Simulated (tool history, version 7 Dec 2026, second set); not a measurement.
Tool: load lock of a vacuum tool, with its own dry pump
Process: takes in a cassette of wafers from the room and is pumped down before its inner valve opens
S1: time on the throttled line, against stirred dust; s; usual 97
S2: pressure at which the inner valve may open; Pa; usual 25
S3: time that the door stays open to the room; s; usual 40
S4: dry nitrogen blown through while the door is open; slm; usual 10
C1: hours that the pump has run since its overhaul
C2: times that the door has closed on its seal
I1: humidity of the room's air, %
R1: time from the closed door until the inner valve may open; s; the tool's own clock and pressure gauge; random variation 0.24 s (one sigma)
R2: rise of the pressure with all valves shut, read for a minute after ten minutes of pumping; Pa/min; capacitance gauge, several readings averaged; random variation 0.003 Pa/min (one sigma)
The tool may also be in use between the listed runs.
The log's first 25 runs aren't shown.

| run | day | S1 | S2 | S3 | S4 | C1 | C2 | I1 | R1 | R2 |
|---|---|---|---|---|---|---|---|---|---|---|
| 26 | 347.158 | 135 | 23 | 32 | 10 | 4385 | 23988 | 44.5 | 163.2 | 0.204 |
| 27 | 363.025 | 135 | 23 | 32 | 10 | 4766 | 25431 | 47.2 | 163.4 | 0.228 |
|  | 371.667 | door's seal changed, seat wiped |
| 28 | 372.742 | 135 | 23 | 32 | 10 | 4998 | 98 | 45.1 | 163.2 | 0.035 |
| 29 | 382.925 | 135 | 23 | 32 | 10 | 5242 | 1024 | 46.4 | 163.3 | 0.033 |
| 30 | 396.688 | 135 | 23 | 32 | 10 | 5573 | 2275 | 48.6 | 163.6 | 0.039 |
| 31 | 411.792 | 135 | 23 | 32 | 10 | 5935 | 3649 | 44.7 | 164.3 | 0.038 |
| 32 | 429.396 | 135 | 23 | 32 | 10 | 6357 | 5249 | 46.7 | 163.7 | 0.049 |
| 33 | 443.662 | 58 | 25 | 40 | 14 | 6700 | 6547 | 43 | 93.8 | 0.055 |
| 34 | 451.883 | 58 | 25 | 40 | 14 | 6897 | 7294 | 45.4 | 93.6 | 0.053 |
| 35 | 468.467 | 97 | 31 | 83 | 6 | 7295 | 8802 | 47.1 | 128 | 0.093 |

Forecast each of these 3 alternatives for the next run:
| A | 487.879 | 51 | 25 | 40 | 41 | 7761 | 10567 | 46.4 | ? | ? |
| B | 487.879 | 97 | 25 | 48 | 10 | 7761 | 10567 | 43.7 | ? | ? |
| C | 487.879 | 97 | 25 | 40 | 21 | 7761 | 10567 | 44.5 | ? | ? |

| run | R1 | R2 |
|---|---|---|
| A | 87.8 | 0.065 |
| B | 129.4 | 0.082 |
| C | 129.8 | 0.081 |
Without the tool's hidden state the same runs would have given:
| run | R1 | R2 |
|---|---|---|
| A | 85.1 | 0.015 |
| B | 127 | 0.033 |
| C | 127.3 | 0.031 |
